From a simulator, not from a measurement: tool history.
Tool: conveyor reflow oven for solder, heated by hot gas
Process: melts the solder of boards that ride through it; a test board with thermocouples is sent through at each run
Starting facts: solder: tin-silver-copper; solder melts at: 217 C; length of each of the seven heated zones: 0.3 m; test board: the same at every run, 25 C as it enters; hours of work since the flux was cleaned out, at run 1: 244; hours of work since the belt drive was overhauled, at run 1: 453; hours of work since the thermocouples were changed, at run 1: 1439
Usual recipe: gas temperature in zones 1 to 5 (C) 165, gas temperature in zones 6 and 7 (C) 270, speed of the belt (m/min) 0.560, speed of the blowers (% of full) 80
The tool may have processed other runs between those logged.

run     day  gas temperature in zones 1 to 5 (C)  gas temperature in zones 6 and 7 (C)  speed of the belt (m/min)  speed of the blowers (% of full)  hours of work since the flux was cleaned out  hours of work since the belt drive was overhauled  hours of work since the thermocouples were changed  highest temperature of the board (C)  time above the solder's melting point (s)
  1   0.000                                  165                                   270                      0.560                                80                                           244                                                453                                                1439                                261.33                                      52.25
  2   1.971                                  165                                   270                      0.560                                80                                           272                                                481                                                1467                                261.13                                      52.25
      4.442  -- flux residue cleaned out of gas plates and filters
      4.679  -- thermocouples of zones 6 and 7 changed
  3   4.746                                  165                                   270                      0.560                                80                                             3                                                515                                                   1                                260.72                                      52.37
  4   7.150                                  165                                   270                      0.560                                80                                            37                                                549                                                  34                                260.48                                      52.19
  5   9.233                                  165                                   270                      0.560                                80                                            66                                                578                                                  64                                260.55                                      51.96
  6  10.642                                  165                                   270                      0.560                                80                                            85                                                598                                                  83                                260.30                                      52.14
  7  12.104                                  165                                   270                      0.560                                80                                           106                                                618                                                 104                                260.45                                      52.04
  8  14.529                                  165                                   270                      0.560                                80                                           140                                                652                                                 137                                260.20                                      52.03
  9  17.179                                  165                                   270                      0.560                                80                                           177                                                689                                                 174                                260.12                                      51.83
 10  18.321                                  165                                   270                      0.560                                80                                           192                                                705                                                 190                                260.05                                      51.94
 11  20.754                                  165                                   270                      0.560                                80                                           226                                                739                                                 224                                260.01                                      51.87
 12  22.321                                  165                                   270                      0.624                                80                                           248                                                760                                                 246                                256.81                                      44.42
 13  24.250                                  165                                   270                      0.624                                80                                           275                                                787                                                 273                                256.83                                      44.39
 14  25.533                                  165                                   271                      0.560                                80                                           293                                                805                                                 291                                260.72                                      52.20
     26.483  -- flux residue cleaned out of gas plates and filters
 15  27.179                                  165                                   267                      0.560                                80                                            10                                                825                                                 311                                258.35                                      51.50
 16  29.771                                  165                                   267                      0.560                                80                                            46                                                862                                                 347                                258.35                                      51.46
 17  32.262                                  165                                   267                      0.560                                80                                            81                                                896                                                 382                                258.04                                      51.28
 18  33.871                                  164                                   270                      0.560                                51                                           103                                                919                                                 404                                255.62                                      48.55
 19  36.096                                  163                                   264                      0.511                                61                                           134                                                950                                                 435                                254.41                                      53.52
 20  37.908                                  165                                   277                      0.560                                58                                           159                                                975                                                 461                                263.72                                      52.98
 21  40.496                                  165                                   277                      0.628                                58                                           196                                               1011                                                 497                                259.52                                      45.00
 22  41.942                                  165                                   277                      0.628                                58                                           216                                               1031                                                 517                                259.46                                      44.90
 23  44.571                                  156                                   275                      0.560                                80                                           252                                               1068                                                 554                                264.19                                      51.73
 24  46.692                                  156                                   275                      0.560                                80                                           282                                               1098                                                 583                                263.99                                      51.87
     48.446  -- flux residue cleaned out of gas plates and filters
 25  48.454                                  160                                   275                      0.543                                66                                             0                                               1119                                                 605                                264.63                                      54.66
 26  50.408                                  152                                   282                      0.560                                71                                            27                                               1147                                                 632                                270.27                                      53.57

Predict each of these 4 candidate next runs independently; none follows another, all start after run 26:
  A  52.033                                  152                                   272                      0.560                                61                                            50                                               1169                                                 655                                     ?                                          ?
  B  52.033                                  165                                   278                      0.560                                73                                            50                                               1169                                                 655                                     ?                                          ?
  C  52.033                                  152                                   282                      0.560                                62                                            50                                               1169                                                 655                                     ?                                          ?
  D  52.033                                  165                                   270                      0.560                                67                                            50                                               1169                                                 655                                     ?                                          ?

run  highest temperature of the board (C)  time above the solder's melting point (s)
  A                                258.77                                      48.03
  B                                268.07                                      55.50
  C                                268.40                                      52.53
  D                                259.61                                      51.76
Had the tool no hidden state, the same runs would have come out as:
run  highest temperature of the board (C)  time above the solder's melting point (s)
  A                                257.70                                      46.71
  B                                267.06                                      54.25
  C                                267.31                                      51.24
  D                                258.59                                      50.46

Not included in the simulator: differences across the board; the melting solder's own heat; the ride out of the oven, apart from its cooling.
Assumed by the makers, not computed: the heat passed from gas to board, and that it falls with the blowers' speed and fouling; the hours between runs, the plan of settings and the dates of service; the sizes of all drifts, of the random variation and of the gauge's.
